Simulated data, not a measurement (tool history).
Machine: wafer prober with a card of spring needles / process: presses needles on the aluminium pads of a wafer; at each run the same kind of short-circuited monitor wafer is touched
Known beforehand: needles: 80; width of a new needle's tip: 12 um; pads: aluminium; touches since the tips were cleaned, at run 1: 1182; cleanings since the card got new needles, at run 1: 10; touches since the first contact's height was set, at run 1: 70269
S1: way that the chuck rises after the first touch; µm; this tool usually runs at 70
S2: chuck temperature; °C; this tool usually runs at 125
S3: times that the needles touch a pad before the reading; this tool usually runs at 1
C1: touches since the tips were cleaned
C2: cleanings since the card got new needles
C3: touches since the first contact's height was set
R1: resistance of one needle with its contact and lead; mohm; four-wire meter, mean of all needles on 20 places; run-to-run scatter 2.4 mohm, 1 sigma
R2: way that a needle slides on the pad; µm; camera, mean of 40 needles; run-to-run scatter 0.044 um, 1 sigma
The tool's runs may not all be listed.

run	hour	S1	S2	S3	C1	C2	C3	R1	R2
1	0	70	125	1	1182	10	70269	275	16.12
2	7.1	70	125	1	3333	10	72420	279	16.1
# hour 14.9: tips cleaned on abrasive film
3	14.9	70	125	1	0	11	74775	275	16.01
4	25.7	70	125	1	3304	11	78079	282	16.1
5	31.9	70	125	2	5174	11	79949	279	16.11
# hour 34.3: tips cleaned on abrasive film
6	39.8	70	125	1	1662	12	82324	284	16.1
7	49.1	64	125	1	4504	12	85166	290	14.7
# hour 53: tips cleaned on abrasive film
8	54.8	54	125	1	545	13	86881	281	12.31
9	64.2	70	125	1	3406	13	89742	280	16.05
10	70.4	70	75	1	5280	13	91616	272	16.02
# hour 72.2: tips cleaned on abrasive film
11	83.1	70	125	1	3318	14	95464	285	15.94
# hour 90.9: tips cleaned on abrasive film
12	91.9	70	125	1	318	15	98131	277	15.96
13	101.1	70	125	1	3126	15	100939	282	15.96
14	108.7	70	125	1	5431	15	103244	285	16.02
# hour 109.8: tips cleaned on abrasive film
15	118	70	125	1	2526	16	106058	281	15.93
# hour 128.7: tips cleaned on abrasive film
16	128.7	70	125	1	0	17	109280	273	16.01
17	140.2	68	125	1	3494	17	112774	286	15.49
# hour 147.5: tips cleaned on abrasive film
18	151.7	70	125	3	1266	18	116248	276	15.93
19	164.8	60	51	2	5256	18	120238	264	13.65
# hour 166.7: tips cleaned on abrasive film
20	170.3	70	125	2	1085	19	121894	272	15.94
21	181.8	70	63	1	4596	19	125405	263	15.89
# hour 182.8: height of the first contact set anew
# hour 186.4: tips cleaned on abrasive film
22	192.8	70	49	1	1963	20	3028	258	15.69
23	203.3	64	35	1	5144	20	6209	262	14.28
# hour 205.1: tips cleaned on abrasive film
24	209.7	70	83	1	1397	21	8136	266	15.68
25	217.6	70	83	1	3806	21	10545	272	15.71
# hour 224.3: tips cleaned on abrasive film
26	225.8	52	61	2	462	22	13021	260	11.47
# hour 231.1: height of the first contact set anew, once more
27	237.7	87	61	2	3990	22	2014	261	20.36

Predict the results of run 28:
# hour 243.6: tips cleaned on abrasive film
28	247.8	70	95	2	1273	23	5054	?	?

R1: 269 mohm
R2: 16.29 µm
On a tool with no hidden condition, and with the same random variation, this run would have come out at R1 267 mohm, R2 16.31 µm.

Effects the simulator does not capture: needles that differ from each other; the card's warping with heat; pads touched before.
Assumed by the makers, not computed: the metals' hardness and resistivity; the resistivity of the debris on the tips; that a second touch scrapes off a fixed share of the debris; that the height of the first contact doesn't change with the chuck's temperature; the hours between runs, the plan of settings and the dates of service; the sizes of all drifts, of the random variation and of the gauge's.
